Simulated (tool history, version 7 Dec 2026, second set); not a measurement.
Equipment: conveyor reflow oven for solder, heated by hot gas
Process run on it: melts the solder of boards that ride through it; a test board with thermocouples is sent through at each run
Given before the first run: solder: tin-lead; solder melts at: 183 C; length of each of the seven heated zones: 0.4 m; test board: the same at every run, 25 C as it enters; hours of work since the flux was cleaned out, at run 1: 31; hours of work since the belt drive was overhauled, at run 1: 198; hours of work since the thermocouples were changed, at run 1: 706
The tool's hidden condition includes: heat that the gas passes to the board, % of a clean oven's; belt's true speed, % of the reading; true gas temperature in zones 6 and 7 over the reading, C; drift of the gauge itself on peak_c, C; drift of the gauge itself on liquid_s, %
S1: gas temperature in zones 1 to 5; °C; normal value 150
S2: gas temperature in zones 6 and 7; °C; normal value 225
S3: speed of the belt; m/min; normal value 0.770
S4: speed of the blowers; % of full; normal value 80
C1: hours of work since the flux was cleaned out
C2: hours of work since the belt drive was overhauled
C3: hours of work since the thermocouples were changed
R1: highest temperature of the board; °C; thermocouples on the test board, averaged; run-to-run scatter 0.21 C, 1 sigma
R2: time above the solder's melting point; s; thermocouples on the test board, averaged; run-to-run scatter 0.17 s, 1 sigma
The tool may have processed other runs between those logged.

{"run": 1, "hour": 0.0, "S1": 150, "S2": 225, "S3": 0.77, "S4": 80, "C1": 31, "C2": 198, "C3": 706, "R1": 216.3, "R2": 51.3}
{"run": 2, "hour": 14.8, "S1": 150, "S2": 224, "S3": 0.77, "S4": 80, "C1": 42, "C2": 209, "C3": 717, "R1": 215.4, "R2": 50.6}
{"run": 3, "hour": 24.6, "S1": 159, "S2": 225, "S3": 0.77, "S4": 80, "C1": 50, "C2": 217, "C3": 724, "R1": 217.9, "R2": 54.8}
{"run": 4, "hour": 36.8, "S1": 159, "S2": 225, "S3": 0.77, "S4": 80, "C1": 59, "C2": 226, "C3": 734, "R1": 217.5, "R2": 55.0}
{"run": 5, "hour": 52.0, "S1": 159, "S2": 225, "S3": 0.77, "S4": 80, "C1": 71, "C2": 238, "C3": 745, "R1": 217.3, "R2": 55.2}
{"run": 6, "hour": 61.8, "S1": 159, "S2": 225, "S3": 0.77, "S4": 80, "C1": 78, "C2": 245, "C3": 753, "R1": 217.3, "R2": 54.9}
{"run": 7, "hour": 73.5, "S1": 159, "S2": 225, "S3": 0.77, "S4": 80, "C1": 87, "C2": 254, "C3": 762, "R1": 216.8, "R2": 55.5}
{"run": 8, "hour": 82.7, "S1": 159, "S2": 225, "S3": 0.77, "S4": 80, "C1": 94, "C2": 261, "C3": 769, "R1": 217.4, "R2": 55.1}
{"run": 9, "hour": 92.8, "S1": 159, "S2": 225, "S3": 0.77, "S4": 80, "C1": 102, "C2": 269, "C3": 777, "R1": 217.5, "R2": 55.3}
{"run": 10, "hour": 103.4, "S1": 150, "S2": 225, "S3": 0.626, "S4": 80, "C1": 110, "C2": 277, "C3": 785, "R1": 220.2, "R2": 66.2}
{"run": 11, "hour": 111.6, "S1": 150, "S2": 225, "S3": 0.731, "S4": 80, "C1": 116, "C2": 283, "C3": 791, "R1": 217.2, "R2": 55.1}
{"run": 12, "hour": 123.5, "S1": 150, "S2": 225, "S3": 0.731, "S4": 80, "C1": 126, "C2": 293, "C3": 800, "R1": 217.5, "R2": 54.8}
{"run": 13, "hour": 140.4, "S1": 153, "S2": 225, "S3": 0.77, "S4": 80, "C1": 139, "C2": 305, "C3": 813, "R1": 216.6, "R2": 52.1}
{"run": 14, "hour": 153.1, "S1": 153, "S2": 225, "S3": 0.77, "S4": 80, "C1": 148, "C2": 315, "C3": 823, "R1": 216.6, "R2": 52.2}
{"run": 15, "hour": 160.4, "S1": 153, "S2": 225, "S3": 0.77, "S4": 80, "C1": 154, "C2": 321, "C3": 828, "R1": 216.5, "R2": 52.4}
{"run": 16, "hour": 169.6, "S1": 153, "S2": 225, "S3": 0.77, "S4": 80, "C1": 161, "C2": 328, "C3": 836, "R1": 216.9, "R2": 52.3}
{"run": 17, "hour": 180.5, "S1": 153, "S2": 225, "S3": 0.77, "S4": 80, "C1": 169, "C2": 336, "C3": 844, "R1": 216.3, "R2": 52.2}
{"run": 18, "hour": 189.8, "S1": 153, "S2": 225, "S3": 0.879, "S4": 58, "C1": 176, "C2": 343, "C3": 851, "R1": 208.8, "R2": 39.5}
{"run": 19, "hour": 197.0, "S1": 150, "S2": 229, "S3": 0.81, "S4": 80, "C1": 182, "C2": 349, "C3": 857, "R1": 218.7, "R2": 49.5}
{"hour": 204.0, "done": "flux residue cleaned out of gas plates and filters"}
{"run": 20, "hour": 218.1, "S1": 150, "S2": 225, "S3": 0.643, "S4": 80, "C1": 11, "C2": 361, "C3": 869, "R1": 218.9, "R2": 64.6}
{"run": 21, "hour": 229.7, "S1": 150, "S2": 225, "S3": 0.708, "S4": 61, "C1": 20, "C2": 370, "C3": 878, "R1": 214.6, "R2": 54.4}
{"run": 22, "hour": 241.2, "S1": 150, "S2": 225, "S3": 0.708, "S4": 61, "C1": 29, "C2": 379, "C3": 887, "R1": 214.9, "R2": 54.1}
{"run": 23, "hour": 252.0, "S1": 150, "S2": 225, "S3": 0.708, "S4": 61, "C1": 37, "C2": 387, "C3": 895, "R1": 214.5, "R2": 54.3}
{"run": 24, "hour": 266.8, "S1": 150, "S2": 225, "S3": 0.807, "S4": 89, "C1": 48, "C2": 399, "C3": 906, "R1": 216.5, "R2": 48.8}
{"run": 25, "hour": 276.5, "S1": 150, "S2": 228, "S3": 0.9, "S4": 51, "C1": 56, "C2": 406, "C3": 914, "R1": 207.5, "R2": 35.7}
{"run": 26, "hour": 292.2, "S1": 161, "S2": 218, "S3": 0.77, "S4": 87, "C1": 68, "C2": 418, "C3": 926, "R1": 212.3, "R2": 53.7}
{"run": 27, "hour": 305.5, "S1": 161, "S2": 218, "S3": 0.77, "S4": 87, "C1": 78, "C2": 428, "C3": 936, "R1": 211.8, "R2": 54.2}
{"run": 28, "hour": 321.4, "S1": 146, "S2": 225, "S3": 0.687, "S4": 80, "C1": 90, "C2": 440, "C3": 948, "R1": 218.0, "R2": 57.7}
{"run": 29, "hour": 333.2, "S1": 160, "S2": 237, "S3": 0.77, "S4": 80, "C1": 99, "C2": 449, "C3": 957, "R1": 228.5, "R2": 59.8}
{"run": 30, "hour": 347.9, "S1": 156, "S2": 221, "S3": 0.794, "S4": 56, "C1": 110, "C2": 461, "C3": 968, "R1": 208.3, "R2": 45.4}
{"run": 31, "hour": 363.1, "S1": 164, "S2": 213, "S3": 0.794, "S4": 56, "C1": 122, "C2": 472, "C3": 980, "R1": 203.1, "R2": 45.2}

Below are 3 alternative next runs, each starting from the tool's condition after run 31. Predict each:
{"run": "A", "hour": 379.2, "S1": 163, "S2": 225, "S3": 0.77, "S4": 79, "C1": 134, "C2": 485, "C3": 992, "R1": "?", "R2": "?"}
{"run": "B", "hour": 379.2, "S1": 164, "S2": 223, "S3": 0.794, "S4": 56, "C1": 134, "C2": 485, "C3": 992, "R1": "?", "R2": "?"}
{"run": "C", "hour": 379.2, "S1": 135, "S2": 218, "S3": 0.794, "S4": 70, "C1": 134, "C2": 485, "C3": 992, "R1": "?", "R2": "?"}

run=A R1=217.8 R2=57.1
run=B R1=211.6 R2=51.3
run=C R1=205.8 R2=37.1
The same runs, with their run-to-run variation unchanged, on a tool lacking any hidden condition would have given:
run=A R1=217.8 R2=57.1
run=B R1=211.7 R2=51.3
run=C R1=205.9 R2=37.2

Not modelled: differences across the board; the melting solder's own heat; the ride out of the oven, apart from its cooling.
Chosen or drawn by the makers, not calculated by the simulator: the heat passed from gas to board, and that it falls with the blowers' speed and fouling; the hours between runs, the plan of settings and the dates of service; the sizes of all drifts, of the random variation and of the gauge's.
